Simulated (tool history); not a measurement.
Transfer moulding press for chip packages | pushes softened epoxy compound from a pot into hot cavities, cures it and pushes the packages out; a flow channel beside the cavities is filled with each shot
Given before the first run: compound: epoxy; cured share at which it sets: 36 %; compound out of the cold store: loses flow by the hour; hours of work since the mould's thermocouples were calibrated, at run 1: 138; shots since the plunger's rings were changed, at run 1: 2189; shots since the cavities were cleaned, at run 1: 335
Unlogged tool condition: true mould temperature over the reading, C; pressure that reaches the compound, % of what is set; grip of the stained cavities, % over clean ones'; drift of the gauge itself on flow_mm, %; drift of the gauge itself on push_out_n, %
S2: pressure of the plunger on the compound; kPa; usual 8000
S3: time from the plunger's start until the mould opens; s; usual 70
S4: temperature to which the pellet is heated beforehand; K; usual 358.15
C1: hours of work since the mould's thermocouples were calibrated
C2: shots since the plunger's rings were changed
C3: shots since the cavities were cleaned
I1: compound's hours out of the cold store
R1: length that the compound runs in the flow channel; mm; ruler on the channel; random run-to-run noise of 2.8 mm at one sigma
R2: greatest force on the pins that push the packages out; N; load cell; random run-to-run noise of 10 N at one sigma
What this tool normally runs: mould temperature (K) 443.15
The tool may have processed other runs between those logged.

{"run": 1, "hour": 0.0, "mould temperature (K)": 443.15, "S2": 8000, "S3": 70, "S4": 358.15, "C1": 138, "C2": 2189, "C3": 335, "I1": 32.0, "R1": 643, "R2": 461}
{"run": 2, "hour": 10.3, "mould temperature (K)": 443.15, "S2": 8000, "S3": 70, "S4": 358.15, "C1": 143, "C2": 2294, "C3": 440, "I1": 14.9, "R1": 680, "R2": 482}
{"run": 3, "hour": 20.4, "mould temperature (K)": 443.15, "S2": 8000, "S3": 70, "S4": 358.15, "C1": 148, "C2": 2398, "C3": 544, "I1": 31.7, "R1": 654, "R2": 460}
{"run": 4, "hour": 30.7, "mould temperature (K)": 443.15, "S2": 6410, "S3": 70, "S4": 358.15, "C1": 153, "C2": 2503, "C3": 649, "I1": 14.9, "R1": 611, "R2": 456}
{"run": 5, "hour": 41.5, "mould temperature (K)": 443.15, "S2": 6410, "S3": 70, "S4": 358.15, "C1": 158, "C2": 2613, "C3": 759, "I1": 13.8, "R1": 612, "R2": 443}
{"run": 6, "hour": 53.4, "mould temperature (K)": 443.15, "S2": 6410, "S3": 70, "S4": 358.15, "C1": 164, "C2": 2734, "C3": 880, "I1": 10.2, "R1": 622, "R2": 470}
{"run": 7, "hour": 60.7, "mould temperature (K)": 443.15, "S2": 8000, "S3": 105, "S4": 358.15, "C1": 167, "C2": 2808, "C3": 954, "I1": 36.9, "R1": 633, "R2": 384}
{"run": 8, "hour": 70.1, "mould temperature (K)": 443.15, "S2": 6100, "S3": 70, "S4": 358.15, "C1": 172, "C2": 2904, "C3": 1050, "I1": 41.4, "R1": 542, "R2": 451}
{"run": 9, "hour": 80.6, "mould temperature (K)": 443.15, "S2": 8000, "S3": 70, "S4": 358.15, "C1": 177, "C2": 3012, "C3": 1158, "I1": 34.6, "R1": 637, "R2": 454}
{"hour": 85.2, "done": "cavities cleaned with cleaning compound and waxed"}
{"run": 10, "hour": 90.1, "mould temperature (K)": 443.15, "S2": 8000, "S3": 70, "S4": 358.15, "C1": 181, "C2": 3093, "C3": 50, "I1": 25.0, "R1": 658, "R2": 464}
{"run": 11, "hour": 97.6, "mould temperature (K)": 443.15, "S2": 8000, "S3": 70, "S4": 358.15, "C1": 184, "C2": 3170, "C3": 127, "I1": 44.2, "R1": 619, "R2": 450}
{"run": 12, "hour": 109.2, "mould temperature (K)": 443.15, "S2": 8000, "S3": 70, "S4": 358.15, "C1": 190, "C2": 3288, "C3": 245, "I1": 34.6, "R1": 637, "R2": 453}
{"run": 13, "hour": 118.8, "mould temperature (K)": 442.15, "S2": 6660, "S3": 54, "S4": 358.15, "C1": 194, "C2": 3385, "C3": 342, "I1": 22.7, "R1": 610, "R2": 857}
{"run": 14, "hour": 126.9, "mould temperature (K)": 442.15, "S2": 6660, "S3": 54, "S4": 358.15, "C1": 198, "C2": 3468, "C3": 425, "I1": 23.9, "R1": 607, "R2": 826}
{"run": 15, "hour": 138.5, "mould temperature (K)": 442.15, "S2": 6340, "S3": 78, "S4": 364.15, "C1": 204, "C2": 3587, "C3": 544, "I1": 30.5, "R1": 577, "R2": 429}
{"run": 16, "hour": 148.3, "mould temperature (K)": 443.15, "S2": 8000, "S3": 81, "S4": 352.15, "C1": 209, "C2": 3687, "C3": 644, "I1": 38.0, "R1": 628, "R2": 401}
{"run": 17, "hour": 154.8, "mould temperature (K)": 449.15, "S2": 7080, "S3": 95, "S4": 363.15, "C1": 212, "C2": 3753, "C3": 710, "I1": 31.9, "R1": 597, "R2": 380}
{"run": 18, "hour": 161.7, "mould temperature (K)": 449.15, "S2": 7080, "S3": 95, "S4": 363.15, "C1": 215, "C2": 3823, "C3": 780, "I1": 35.7, "R1": 581, "R2": 388}
{"run": 19, "hour": 166.8, "mould temperature (K)": 441.15, "S2": 7370, "S3": 70, "S4": 358.15, "C1": 217, "C2": 3875, "C3": 832, "I1": 42.7, "R1": 600, "R2": 473}
{"run": 20, "hour": 172.3, "mould temperature (K)": 443.15, "S2": 9390, "S3": 70, "S4": 355.15, "C1": 220, "C2": 3931, "C3": 888, "I1": 20.9, "R1": 722, "R2": 467}
{"run": 21, "hour": 177.4, "mould temperature (K)": 437.15, "S2": 8090, "S3": 102, "S4": 355.15, "C1": 222, "C2": 3983, "C3": 940, "I1": 10.6, "R1": 719, "R2": 415}
{"run": 22, "hour": 187.7, "mould temperature (K)": 445.15, "S2": 8090, "S3": 57, "S4": 355.15, "C1": 227, "C2": 4088, "C3": 1045, "I1": 23.3, "R1": 662, "R2": 602}
{"run": 23, "hour": 197.1, "mould temperature (K)": 438.15, "S2": 6460, "S3": 61, "S4": 355.15, "C1": 232, "C2": 4184, "C3": 1141, "I1": 40.7, "R1": 572, "R2": 830}

Forecast each of these 5 alternatives for the next run:
{"hour": 203.6, "done": "cavities cleaned with cleaning compound and waxed"}
{"run": "A", "hour": 203.6, "mould temperature (K)": 438.15, "S2": 6460, "S3": 93, "S4": 355.15, "C1": 234, "C2": 4235, "C3": 0, "I1": 43.9, "R1": "?", "R2": "?"}
{"hour": 203.6, "done": "cavities cleaned with cleaning compound and waxed"}
{"run": "B", "hour": 203.6, "mould temperature (K)": 439.15, "S2": 8000, "S3": 63, "S4": 359.15, "C1": 234, "C2": 4235, "C3": 0, "I1": 21.3, "R1": "?", "R2": "?"}
{"hour": 203.6, "done": "cavities cleaned with cleaning compound and waxed"}
{"run": "C", "hour": 203.6, "mould temperature (K)": 435.15, "S2": 6460, "S3": 73, "S4": 361.15, "C1": 234, "C2": 4235, "C3": 0, "I1": 39.8, "R1": "?", "R2": "?"}
{"hour": 203.6, "done": "cavities cleaned with cleaning compound and waxed"}
{"run": "D", "hour": 203.6, "mould temperature (K)": 443.15, "S2": 6760, "S3": 59, "S4": 363.15, "C1": 234, "C2": 4235, "C3": 0, "I1": 21.6, "R1": "?", "R2": "?"}
{"hour": 203.6, "done": "cavities cleaned with cleaning compound and waxed"}
{"run": "E", "hour": 203.6, "mould temperature (K)": 443.15, "S2": 8000, "S3": 58, "S4": 362.15, "C1": 234, "C2": 4235, "C3": 0, "I1": 32.4, "R1": "?", "R2": "?"}

run=A R1=566 R2=399
run=B R1=676 R2=720
run=C R1=582 R2=620
run=D R1=613 R2=618
run=E R1=645 R2=651
Stripped of hidden state, with their random variation kept, the same runs would have yielded:
run=A R1=566 R2=399
run=B R1=676 R2=720
run=C R1=582 R2=620
run=D R1=614 R2=618
run=E R1=645 R2=650
